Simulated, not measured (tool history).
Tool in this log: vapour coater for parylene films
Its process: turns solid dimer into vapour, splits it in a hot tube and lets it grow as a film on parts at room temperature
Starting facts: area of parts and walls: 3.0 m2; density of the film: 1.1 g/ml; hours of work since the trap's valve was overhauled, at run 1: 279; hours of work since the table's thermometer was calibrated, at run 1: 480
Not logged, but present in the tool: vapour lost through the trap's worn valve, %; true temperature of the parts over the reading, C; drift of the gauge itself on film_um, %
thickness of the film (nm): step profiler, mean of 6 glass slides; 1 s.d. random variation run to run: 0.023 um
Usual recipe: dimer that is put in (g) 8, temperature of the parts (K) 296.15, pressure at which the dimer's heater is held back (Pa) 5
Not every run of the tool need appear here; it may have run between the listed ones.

run	hour	dimer that is put in (g)	temperature of the parts (K)	pressure at which the dimer's heater is held back (Pa)	hours of work since the trap's valve was overhauled	hours of work since the table's thermometer was calibrated	thickness of the film (nm)
1	0	8	296.15	5	279	480	1350
2	22.8	8	296.15	2.86	299	500	1490
3	57.9	8	296.15	2.86	330	531	1440
4	87.5	7	296.15	5	356	558	1170
5	108.9	8	296.15	7	375	576	1280
6	140	8	296.15	5	403	604	1320
7	160.6	8	296.15	5	421	622	1300
8	180.7	8	296.15	3.47	439	640	1370

Estimate the outcome of run 9 from the log above:
# hour 196.6: trap's valve overhauled
9	209.6	4	302.15	3.47	11	662	?

Run 9 produced thickness of the film (nm) 600.
Minus the tool's unlogged condition, the same run would have read thickness of the film (nm) 610.

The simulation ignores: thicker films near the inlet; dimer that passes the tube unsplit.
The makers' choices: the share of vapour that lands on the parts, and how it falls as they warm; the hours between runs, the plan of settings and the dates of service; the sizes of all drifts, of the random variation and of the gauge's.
